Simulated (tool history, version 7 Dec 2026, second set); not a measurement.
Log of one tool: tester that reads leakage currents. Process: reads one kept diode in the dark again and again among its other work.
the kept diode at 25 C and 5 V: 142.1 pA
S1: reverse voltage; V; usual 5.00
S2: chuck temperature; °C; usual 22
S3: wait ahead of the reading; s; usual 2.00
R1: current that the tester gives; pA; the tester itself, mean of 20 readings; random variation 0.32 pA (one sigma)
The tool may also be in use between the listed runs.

{"run": 1, "hour": 0.0, "S1": 5.0, "S2": 22, "S3": 2.0, "R1": 107.71}
{"run": 2, "hour": 44.4, "S1": 5.0, "S2": 22, "S3": 2.0, "R1": 107.29}
{"run": 3, "hour": 71.8, "S1": 5.0, "S2": 22, "S3": 0.46, "R1": 108.52}
{"run": 4, "hour": 111.0, "S1": 5.0, "S2": 22, "S3": 0.46, "R1": 108.57}
{"run": 5, "hour": 166.9, "S1": 5.0, "S2": 22, "S3": 0.46, "R1": 108.36}
{"run": 6, "hour": 212.5, "S1": 5.0, "S2": 22, "S3": 0.46, "R1": 107.88}
{"run": 7, "hour": 239.6, "S1": 4.87, "S2": 22, "S3": 2.0, "R1": 106.21}
{"run": 8, "hour": 268.3, "S1": 4.87, "S2": 22, "S3": 0.44, "R1": 106.58}
{"run": 9, "hour": 300.2, "S1": 4.87, "S2": 22, "S3": 0.44, "R1": 107.42}
{"run": 10, "hour": 340.9, "S1": 5.0, "S2": 22, "S3": 1.28, "R1": 107.04}
{"run": 11, "hour": 366.6, "S1": 2.78, "S2": 22, "S3": 2.0, "R1": 88.56}
{"run": 12, "hour": 410.3, "S1": 2.78, "S2": 22, "S3": 2.0, "R1": 88.89}
{"run": 13, "hour": 438.2, "S1": 2.57, "S2": 22, "S3": 2.0, "R1": 85.96}
{"run": 14, "hour": 473.5, "S1": 2.57, "S2": 22, "S3": 2.0, "R1": 86.16}
{"run": 15, "hour": 524.5, "S1": 2.57, "S2": 22, "S3": 2.0, "R1": 85.78}
{"run": 16, "hour": 575.9, "S1": 2.57, "S2": 22, "S3": 9.77, "R1": 85.26}
{"hour": 584.4, "done": "probe card cleaned and baked"}
{"run": 17, "hour": 612.3, "S1": 2.57, "S2": 22, "S3": 9.77, "R1": 85.66}
{"run": 18, "hour": 647.5, "S1": 2.57, "S2": 22, "S3": 9.77, "R1": 85.48}
{"run": 19, "hour": 672.4, "S1": 5.41, "S2": 22, "S3": 0.56, "R1": 110.01}
{"run": 20, "hour": 723.2, "S1": 5.41, "S2": 22, "S3": 0.56, "R1": 110.07}
{"run": 21, "hour": 774.3, "S1": 16.04, "S2": 48, "S3": 0.53, "R1": 1562.3}
{"run": 22, "hour": 807.2, "S1": 18.79, "S2": 31, "S3": 3.21, "R1": 379.7}
{"hour": 853.9, "done": "probe card cleaned and baked, once more"}
{"run": 23, "hour": 854.1, "S1": 18.79, "S2": 31, "S3": 3.21, "R1": 369.6}
{"run": 24, "hour": 901.0, "S1": 18.79, "S2": 31, "S3": 3.21, "R1": 368.29}
{"run": 25, "hour": 931.8, "S1": 8.72, "S2": 45, "S3": 2.89, "R1": 995.79}
{"run": 26, "hour": 967.4, "S1": 8.72, "S2": 45, "S3": 2.89, "R1": 999.72}
{"run": 27, "hour": 1025.5, "S1": 8.72, "S2": 45, "S3": 2.89, "R1": 999.08}
{"run": 28, "hour": 1058.4, "S1": 3.41, "S2": 22, "S3": 2.0, "R1": 91.38}
{"run": 29, "hour": 1117.4, "S1": 9.94, "S2": 41, "S3": 2.0, "R1": 735.24}
{"run": 30, "hour": 1145.9, "S1": 12.26, "S2": 41, "S3": 2.0, "R1": 786.09}
{"run": 31, "hour": 1175.7, "S1": 2.24, "S2": 41, "S3": 2.0, "R1": 464.42}
{"run": 32, "hour": 1206.9, "S1": 2.24, "S2": 41, "S3": 2.0, "R1": 461.37}
{"run": 33, "hour": 1239.9, "S1": 6.85, "S2": 52, "S3": 2.0, "R1": 1637.26}
{"run": 34, "hour": 1280.5, "S1": 5.0, "S2": 41, "S3": 3.73, "R1": 590.78}
{"run": 35, "hour": 1304.9, "S1": 15.11, "S2": 49, "S3": 6.74, "R1": 1643.63}

The same runs without the tool's hidden state, with the same run-to-run variation:
The hidden state here: stray current of the dirty probe card, pA a volt; current scale over the true one, %; true chuck temperature over the reading, C; drift of the gauge itself on leakage_pa, %.
run=1 R1=106.48
run=2 R1=106.18
run=3 R1=107.48
run=4 R1=107.63
run=5 R1=107.58
run=6 R1=107.23
run=7 R1=105.65
run=8 R1=106.10
run=9 R1=107.04
run=10 R1=106.74
run=11 R1=88.79
run=12 R1=89.21
run=13 R1=86.38
run=14 R1=86.65
run=15 R1=86.38
run=16 R1=85.97
run=17 R1=86.24
run=18 R1=86.14
run=19 R1=110.00
run=20 R1=110.20
run=21 R1=1587.69
run=22 R1=380.43
run=23 R1=378.67
run=24 R1=377.73
run=25 R1=1020.37
run=26 R1=1025.34
run=27 R1=1026.09
run=28 R1=94.25
run=29 R1=757.17
run=30 R1=810.05
run=31 R1=479.11
run=32 R1=476.32
run=33 R1=1688.32
run=34 R1=610.91
run=35 R1=1697.93

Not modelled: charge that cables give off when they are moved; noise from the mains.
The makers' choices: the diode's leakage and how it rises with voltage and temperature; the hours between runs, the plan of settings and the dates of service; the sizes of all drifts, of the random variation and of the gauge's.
